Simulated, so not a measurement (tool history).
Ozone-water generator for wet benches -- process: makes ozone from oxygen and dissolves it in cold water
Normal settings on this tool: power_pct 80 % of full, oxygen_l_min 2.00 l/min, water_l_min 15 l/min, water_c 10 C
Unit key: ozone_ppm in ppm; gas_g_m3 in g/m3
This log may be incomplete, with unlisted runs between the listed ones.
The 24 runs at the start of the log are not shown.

| run | day | power_pct | oxygen_l_min | water_l_min | water_c | ozone_ppm | gas_g_m3 |
|---|---|---|---|---|---|---|---|
| 25 | 27.300 | 63 | 2.40 | 15 | 16 | 14.3 | 184.3 |
|  | 27.646 | water thermometer calibrated |
|  | 27.896 | contactor cleaned |
| 26 | 28.433 | 99 | 1.60 | 15 | 10 | 18.8 | 302.8 |
| 27 | 29.217 | 87 | 2.00 | 15 | 10 | 18.9 | 251.4 |
| 28 | 30.204 | 80 | 1.44 | 21 | 8 | 11.1 | 268.2 |
| 29 | 31.142 | 80 | 1.44 | 21 | 8 | 11.1 | 266.8 |
| 30 | 32.633 | 80 | 2.49 | 21 | 8 | 14.0 | 213.0 |
| 31 | 34.333 | 80 | 2.00 | 22 | 10 | 12.2 | 234.7 |
| 32 | 35.379 | 80 | 2.17 | 15 | 15 | 17.1 | 225.4 |

Alternative continuations, all from the tool just after run 32; predict every row:
| A | 36.204 | 80 | 2.17 | 12 | 10 | ? | ? |
| B | 36.204 | 92 | 2.00 | 15 | 7 | ? | ? |
| C | 36.204 | 80 | 1.92 | 10 | 10 | ? | ? |
| D | 36.204 | 90 | 2.12 | 15 | 16 | ? | ? |

| run | ozone_ppm | gas_g_m3 |
|---|---|---|
| A | 21.9 | 225.8 |
| B | 19.8 | 258.8 |
| C | 24.6 | 236.9 |
| D | 18.7 | 247.2 |
Stripped of hidden state, with their random variation kept, the same runs would have yielded:
| run | ozone_ppm | gas_g_m3 |
|---|---|---|
| A | 24.9 | 255.2 |
| B | 22.8 | 295.9 |
| C | 28.0 | 267.7 |
| D | 21.5 | 282.2 |
